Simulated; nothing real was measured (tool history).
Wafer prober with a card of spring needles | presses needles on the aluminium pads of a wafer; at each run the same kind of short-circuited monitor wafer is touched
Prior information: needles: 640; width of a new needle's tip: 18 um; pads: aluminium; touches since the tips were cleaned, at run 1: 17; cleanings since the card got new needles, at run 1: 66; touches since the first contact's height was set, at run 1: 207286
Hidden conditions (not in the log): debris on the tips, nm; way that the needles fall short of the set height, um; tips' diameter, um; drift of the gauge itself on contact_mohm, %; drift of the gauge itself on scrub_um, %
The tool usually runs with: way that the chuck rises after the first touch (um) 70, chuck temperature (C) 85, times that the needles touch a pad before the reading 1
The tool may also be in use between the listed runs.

run	day	way that the chuck rises after the first touch (um)	chuck temperature (C)	times that the needles touch a pad before the reading	touches since the tips were cleaned	cleanings since the card got new needles	touches since the first contact's height was set	resistance of one needle with its contact and lead (mohm)	way that a needle slides on the pad (um)
1	0	70	85	1	17	66	207286	292	16.86
# day 1.329: tips cleaned on abrasive film
# day 1.75: height of the first contact set anew
2	1.767	70	85	1	1978	67	82	352	17.36
# day 2.8: tips cleaned on abrasive film
3	3.542	70	54	1	3442	68	8267	366	17.29
# day 4.058: tips cleaned on abrasive film
# day 5.388: tips cleaned on abrasive film
4	5.388	70	54	1	0	70	16742	279	17.24
# day 6.796: tips cleaned on abrasive film
5	6.871	77	85	1	352	71	23590	303	18.93
# day 8.229: tips cleaned on abrasive film
6	9.471	69	85	1	5730	72	35574	390	17.04
# day 9.771: tips cleaned on abrasive film
# day 11.096: tips cleaned on abrasive film
7	11.483	69	85	2	1803	74	44848	328	16.96
# day 12.417: tips cleaned on abrasive film
# day 13.892: tips cleaned on abrasive film
8	14.754	88	59	1	3998	76	59920	340	21.73
# day 15.238: tips cleaned on abrasive film
# day 16.592: tips cleaned on abrasive film
9	17.242	88	59	1	3020	78	71382	337	21.78
# day 18.025: tips cleaned on abrasive film
# day 19.329: tips cleaned on abrasive film
10	19.458	54	85	1	587	80	81570	357	13.19

Selected run-to-run steps in resistance of one needle with its contact and lead (mohm), each split into two signed amounts: the part the tool would show with no hidden state at all (from settings, incoming material and random variation), and the remainder, which goes to the hidden state together with any gauge scatter not common to the measured and the hidden-state-free results:
Run 3 -> 4: tips cleaned on abrasive film, tips cleaned on abrasive film. resistance of one needle with its contact and lead (mohm) -87: hidden state -87, all else +0.
